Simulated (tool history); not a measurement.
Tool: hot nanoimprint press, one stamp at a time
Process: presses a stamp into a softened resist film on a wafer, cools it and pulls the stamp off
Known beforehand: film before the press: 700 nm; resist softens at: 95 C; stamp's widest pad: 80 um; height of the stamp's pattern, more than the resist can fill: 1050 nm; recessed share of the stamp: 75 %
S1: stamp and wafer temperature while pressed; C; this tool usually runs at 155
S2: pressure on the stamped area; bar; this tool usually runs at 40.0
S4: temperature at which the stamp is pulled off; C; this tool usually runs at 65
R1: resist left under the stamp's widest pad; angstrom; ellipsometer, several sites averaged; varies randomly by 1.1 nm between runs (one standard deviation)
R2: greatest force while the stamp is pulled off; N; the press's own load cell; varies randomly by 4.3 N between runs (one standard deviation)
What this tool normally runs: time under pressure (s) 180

Run 1, hour 0.0: usual settings. Result: R1 4266 angstrom, R2 295 N.
At hour 11.1: stamp cleaned and given a new release coat.
Run 2, hour 46.6: usual settings. Result: R1 4269 angstrom, R2 224 N.
Run 3, hour 101.7: usual settings but time under pressure (s) 161. Result: R1 4436 angstrom, R2 261 N.
Run 4, hour 146.7: usual settings but time under pressure (s) 161. Result: R1 4473 angstrom, R2 269 N.
Run 5, hour 196.0: usual settings but time under pressure (s) 161. Result: R1 4477 angstrom, R2 302 N.
At hour 218.6: stamp cleaned and given a new release coat.
Run 6, hour 246.9: usual settings but time under pressure (s) 161. Result: R1 4498 angstrom, R2 228 N.
At hour 273.5: plate thermocouple calibrated.
Run 7, hour 280.3: usual settings but time under pressure (s) 161. Result: R1 4343 angstrom, R2 238 N.
Run 8, hour 328.8: usual settings but S1 147 C. Result: R1 5211 angstrom, R2 263 N.
Run 9, hour 373.9: usual settings but S1 147 C, S4 62 C. Result: R1 5226 angstrom, R2 303 N.
Run 10, hour 409.4: usual settings but S1 147 C, S4 62 C. Result: R1 5210 angstrom, R2 314 N.
At hour 433.4: stamp cleaned and given a new release coat.
Run 11, hour 446.1: usual settings but S1 147 C, S4 62 C. Result: R1 5233 angstrom, R2 238 N.
Run 12, hour 506.2: usual settings but S1 147 C, S4 62 C. Result: R1 5267 angstrom, R2 262 N.
Run 13, hour 563.0: usual settings but S1 147 C, S4 62 C. Result: R1 5315 angstrom, R2 284 N.
Run 14, hour 626.6: usual settings but S1 147 C, S4 62 C. Result: R1 5330 angstrom, R2 325 N.
At hour 641.5: stamp cleaned and given a new release coat.
Run 15, hour 693.1: usual settings but time under pressure (s) 177. Result: R1 4384 angstrom, R2 243 N.
At hour 734.8: press's hydraulic seals changed and the load cell set to zero.
Run 16, hour 753.4: usual settings but time under pressure (s) 177. Result: R1 4348 angstrom, R2 265 N.
Run 17, hour 789.9: usual settings but time under pressure (s) 177. Result: R1 4350 angstrom, R2 283 N.
At hour 803.1: plate thermocouple calibrated.
Run 18, hour 847.6: usual settings but S1 148 C. Result: R1 5025 angstrom, R2 295 N.
At hour 860.6: stamp cleaned and given a new release coat.
Run 19, hour 882.9: usual settings but time under pressure (s) 231. Result: R1 3882 angstrom, R2 234 N.
Run 20, hour 910.4: usual settings but S2 30.6 bar, time under pressure (s) 231, S4 69 C. Result: R1 4345 angstrom, R2 209 N.
Run 21, hour 953.1: usual settings but S2 30.6 bar, time under pressure (s) 231, S4 69 C. Result: R1 4389 angstrom, R2 230 N.
Run 22, hour 994.5: usual settings but S1 158 C, S4 64 C. Result: R1 3882 angstrom, R2 277 N.
Run 23, hour 1028.3: usual settings but S1 161 C. Result: R1 3575 angstrom, R2 280 N.
At hour 1068.4: stamp cleaned and given a new release coat.
Run 24, hour 1078.5: usual settings but S1 151 C, S2 42.7 bar, time under pressure (s) 282, S4 59 C. Result: R1 4104 angstrom, R2 255 N.
Run 25, hour 1117.8: usual settings but S1 151 C, S2 42.7 bar, time under pressure (s) 282, S4 59 C. Result: R1 4123 angstrom, R2 269 N.
Run 26, hour 1156.9: usual settings but S1 151 C, S2 42.7 bar, time under pressure (s) 282, S4 59 C. Result: R1 4144 angstrom, R2 292 N.
Run 27, hour 1198.0: usual settings but S2 44.9 bar, time under pressure (s) 95, S4 59 C. Result: R1 4896 angstrom, R2 307 N.
Run 28, hour 1250.9: usual settings but S1 158 C, S4 54 C. Result: R1 3964 angstrom, R2 362 N.

Here are 4 independent what-if runs from the current tool condition. What would each one return?
At hour 1276.1: stamp cleaned and given a new release coat.
Run A, hour 1286.7: usual settings but S1 156 C. Result: R1 ?, R2 ?.
At hour 1276.1: stamp cleaned and given a new release coat.
Run B, hour 1286.7: usual settings but S4 61 C. Result: R1 ?, R2 ?.
At hour 1276.1: stamp cleaned and given a new release coat.
Run C, hour 1286.7: usual settings but S1 166 C, S2 28.3 bar, S4 62 C. Result: R1 ?, R2 ?.
At hour 1276.1: stamp cleaned and given a new release coat.
Run D, hour 1286.7: usual settings but S1 153 C, S2 25.7 bar, S4 54 C. Result: R1 ?, R2 ?.

run    R1   R2
  A  4240  220
  B  4331  236
  C  3707  237
  D  5307  287
Without the tool's unlogged condition, the same runs would have read:
run    R1   R2
  A  4060  209
  B  4151  225
  C  3559  225
  D  5151  274
